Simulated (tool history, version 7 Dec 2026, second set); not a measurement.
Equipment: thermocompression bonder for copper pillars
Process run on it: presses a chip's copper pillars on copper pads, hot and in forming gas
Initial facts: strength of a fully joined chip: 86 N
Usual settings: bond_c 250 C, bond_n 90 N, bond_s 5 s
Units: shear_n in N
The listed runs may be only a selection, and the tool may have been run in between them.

run 1 day=0 | bond_c=250 bond_n=90 bond_s=5 | shear_n=37.1
run 2 day=1.062 | bond_c=250 bond_n=90 bond_s=5 | shear_n=36.1
run 3 day=1.917 | bond_c=250 bond_n=90 bond_s=5 | shear_n=36.3
run 4 day=2.917 | bond_c=250 bond_n=90 bond_s=5 | shear_n=35.8
run 5 day=4.175 | bond_c=250 bond_n=90 bond_s=5 | shear_n=35.7
run 6 day=5.688 | bond_c=250 bond_n=90 bond_s=5 | shear_n=36
run 7 day=6.554 | bond_c=250 bond_n=90 bond_s=5 | shear_n=35.4
run 8 day=7.696 | bond_c=250 bond_n=90 bond_s=4 | shear_n=32.1
run 9 day=9.354 | bond_c=247 bond_n=124 bond_s=5 | shear_n=42
run 10 day=10.342 | bond_c=247 bond_n=124 bond_s=5 | shear_n=40.7
run 11 day=11.9 | bond_c=251 bond_n=93 bond_s=5 | shear_n=35.6
run 12 day=13.842 | bond_c=271 bond_n=85 bond_s=4 | shear_n=40
run 13 day=15.154 | bond_c=250 bond_n=133 bond_s=8 | shear_n=50
run 14 day=16 | bond_c=250 bond_n=133 bond_s=8 | shear_n=50.1
run 15 day=17.742 | bond_c=250 bond_n=133 bond_s=8 | shear_n=50.5

Alternative continuations, all from the tool just after run 15; predict every row:
-- day=18.446 forming gas filter changed
run A day=19.6 | bond_c=241 bond_n=90 bond_s=4 | shear_n=?
-- day=18.446 forming gas filter changed
run B day=19.6 | bond_c=250 bond_n=76 bond_s=4 | shear_n=?
-- day=18.446 forming gas filter changed
run C day=19.6 | bond_c=248 bond_n=78 bond_s=6 | shear_n=?

run=A shear_n=28.6
run=B shear_n=28.8
run=C shear_n=34.4
Without the tool's unlogged condition, the same runs would have read:
run=A shear_n=29.4
run=B shear_n=29.6
run=C shear_n=35.3

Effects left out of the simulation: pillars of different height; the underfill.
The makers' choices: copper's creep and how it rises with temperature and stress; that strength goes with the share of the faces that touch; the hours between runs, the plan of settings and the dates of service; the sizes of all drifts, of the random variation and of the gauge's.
